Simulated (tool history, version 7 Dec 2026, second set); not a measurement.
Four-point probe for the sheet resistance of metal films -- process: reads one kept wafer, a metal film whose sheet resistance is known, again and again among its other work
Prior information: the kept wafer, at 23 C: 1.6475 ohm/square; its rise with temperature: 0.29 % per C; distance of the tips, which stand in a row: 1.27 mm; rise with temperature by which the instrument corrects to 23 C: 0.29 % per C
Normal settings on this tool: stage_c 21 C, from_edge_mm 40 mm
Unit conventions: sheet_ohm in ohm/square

| run | day | stage_c | from_edge_mm | sheet_ohm |
|---|---|---|---|---|
| 1 | 0.000 | 21 | 40 | 1.635451 |
| 2 | 0.733 | 21 | 40 | 1.634964 |
| 3 | 1.854 | 21 | 40 | 1.635037 |
| 4 | 3.192 | 21 | 40 | 1.634425 |
| 5 | 4.225 | 21 | 40 | 1.635342 |
| 6 | 4.900 | 21 | 40 | 1.634037 |
| 7 | 6.408 | 21 | 40 | 1.633494 |
| 8 | 7.642 | 35 | 40 | 1.633879 |
| 9 | 8.746 | 35 | 40 | 1.633670 |
| 10 | 9.567 | 35 | 40 | 1.633361 |
| 11 | 11.017 | 35 | 40 | 1.632629 |
| 12 | 12.221 | 35 | 40 | 1.632754 |
| 13 | 13.479 | 21 | 65 | 1.631235 |
| 14 | 14.588 | 21 | 65 | 1.631343 |
| 15 | 15.904 | 21 | 18 | 1.634709 |
| 16 | 17.483 | 21 | 18 | 1.634652 |
| 17 | 18.675 | 21 | 42 | 1.630986 |
| 18 | 19.638 | 21 | 42 | 1.630852 |
| 19 | 21.183 | 20 | 42 | 1.630383 |
| 20 | 21.929 | 32 | 27 | 1.631652 |
| 21 | 22.967 | 32 | 27 | 1.631623 |
| 22 | 24.521 | 32 | 27 | 1.630807 |
| 23 | 25.550 | 20 | 20 | 1.631740 |
| 24 | 26.975 | 21 | 10 | 1.642723 |
| 25 | 28.371 | 21 | 10 | 1.641615 |
| 26 | 29.242 | 29 | 12 | 1.638196 |
| 27 | 30.825 | 20 | 51 | 1.628243 |
| 28 | 31.488 | 20 | 51 | 1.627896 |
| 29 | 32.896 | 33 | 5 | 1.682233 |
| 30 | 33.654 | 19 | 6 | 1.665379 |
| 31 | 34.529 | 19 | 6 | 1.665084 |
| 32 | 35.708 | 19 | 6 | 1.664787 |
| 33 | 37.275 | 19 | 10 | 1.640151 |

A few steps of sheet_ohm between consecutive runs. Split each: what settings, incoming material and random variation would produce without the hidden state, and what is left over for the hidden state, along with gauge scatter present in only one of the two compared results (measured, and without hidden state):
What the log doesn't record here: inner tips' distance over the nominal, %; tips' flats over new ones', %; wafer's true temperature over the reading, C; drift of the gauge itself on sheet_ohm, %.
Run 15 -> 16: no setting changed, nothing entered. sheet_ohm -0.000057 ohm/square: hidden state -0.000383, all else +0.000326.
Run 23 -> 24: stage_c 20 -> 21, from_edge_mm 20 -> 10. sheet_ohm +0.010983 ohm/square: hidden state -0.000434, all else +0.011417.
Run 28 -> 29: stage_c 20 -> 33, from_edge_mm 51 -> 5. sheet_ohm +0.054337 ohm/square: hidden state -0.000946, all else +0.055283.
Run 29 -> 30: stage_c 33 -> 19, from_edge_mm 5 -> 6. sheet_ohm -0.016854 ohm/square: hidden state +0.000020, all else -0.016874.
Run 32 -> 33: from_edge_mm 6 -> 10. sheet_ohm -0.024636 ohm/square: hidden state -0.000077, all else -0.024559.
